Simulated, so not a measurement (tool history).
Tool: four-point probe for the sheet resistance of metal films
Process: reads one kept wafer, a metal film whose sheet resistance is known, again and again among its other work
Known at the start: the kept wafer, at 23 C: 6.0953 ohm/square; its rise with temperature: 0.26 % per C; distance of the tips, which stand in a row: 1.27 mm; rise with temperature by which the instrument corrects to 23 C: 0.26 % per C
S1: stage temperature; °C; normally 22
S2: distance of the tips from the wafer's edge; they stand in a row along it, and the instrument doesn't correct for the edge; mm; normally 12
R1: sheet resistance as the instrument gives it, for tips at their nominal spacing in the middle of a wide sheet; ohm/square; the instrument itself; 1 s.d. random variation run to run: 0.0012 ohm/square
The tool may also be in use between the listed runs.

{"run": 1, "hour": 0.0, "S1": 22, "S2": 12, "R1": 6.146035}
{"run": 2, "hour": 56.5, "S1": 22, "S2": 12, "R1": 6.140504}
{"run": 3, "hour": 109.8, "S1": 22, "S2": 12, "R1": 6.142232}
{"run": 4, "hour": 152.9, "S1": 20, "S2": 12, "R1": 6.139984}
{"run": 5, "hour": 203.7, "S1": 20, "S2": 12, "R1": 6.139633}
{"run": 6, "hour": 242.2, "S1": 20, "S2": 12, "R1": 6.140354}
{"run": 7, "hour": 295.4, "S1": 20, "S2": 12, "R1": 6.139671}
{"run": 8, "hour": 343.1, "S1": 20, "S2": 12, "R1": 6.142109}
{"run": 9, "hour": 380.0, "S1": 20, "S2": 12, "R1": 6.141336}
{"run": 10, "hour": 427.6, "S1": 20, "S2": 12, "R1": 6.140276}
{"run": 11, "hour": 468.8, "S1": 20, "S2": 12, "R1": 6.138722}
{"run": 12, "hour": 522.0, "S1": 22, "S2": 34, "R1": 6.107889}
{"run": 13, "hour": 570.8, "S1": 22, "S2": 34, "R1": 6.105585}
{"run": 14, "hour": 610.7, "S1": 22, "S2": 34, "R1": 6.10618}
{"run": 15, "hour": 640.6, "S1": 23, "S2": 44, "R1": 6.103616}
{"run": 16, "hour": 698.3, "S1": 23, "S2": 44, "R1": 6.101965}
{"run": 17, "hour": 730.8, "S1": 20, "S2": 9, "R1": 6.163616}
{"run": 18, "hour": 768.8, "S1": 20, "S2": 9, "R1": 6.161667}
{"run": 19, "hour": 823.6, "S1": 27, "S2": 17, "R1": 6.119837}
{"hour": 829.6, "done": "stage's thermometer calibrated"}
{"run": 20, "hour": 887.3, "S1": 32, "S2": 4, "R1": 6.4146}
{"run": 21, "hour": 949.9, "S1": 25, "S2": 7, "R1": 6.206942}
{"run": 22, "hour": 1002.6, "S1": 25, "S2": 7, "R1": 6.205575}
{"run": 23, "hour": 1031.8, "S1": 25, "S2": 7, "R1": 6.207185}
{"run": 24, "hour": 1078.8, "S1": 22, "S2": 5, "R1": 6.300402}
{"run": 25, "hour": 1141.4, "S1": 22, "S2": 5, "R1": 6.30099}
{"run": 26, "hour": 1170.1, "S1": 35, "S2": 4, "R1": 6.415362}
{"hour": 1195.3, "done": "stage's thermometer calibrated, once more"}
{"run": 27, "hour": 1214.1, "S1": 28, "S2": 18, "R1": 6.118198}
{"run": 28, "hour": 1253.3, "S1": 22, "S2": 12, "R1": 6.134694}

Each row is a separate what-if for the run after 28, all from the same tool condition, not one after another. Results?
{"run": "A", "hour": 1282.0, "S1": 22, "S2": 43, "R1": "?"}
{"run": "B", "hour": 1282.0, "S1": 28, "S2": 12, "R1": "?"}
{"run": "C", "hour": 1282.0, "S1": 31, "S2": 67, "R1": "?"}

run=A R1=6.102384
run=B R1=6.136611
run=C R1=6.103159
Without the tool's unlogged condition, the same runs would have read:
run=A R1=6.099890
run=B R1=6.134121
run=C R1=6.100690
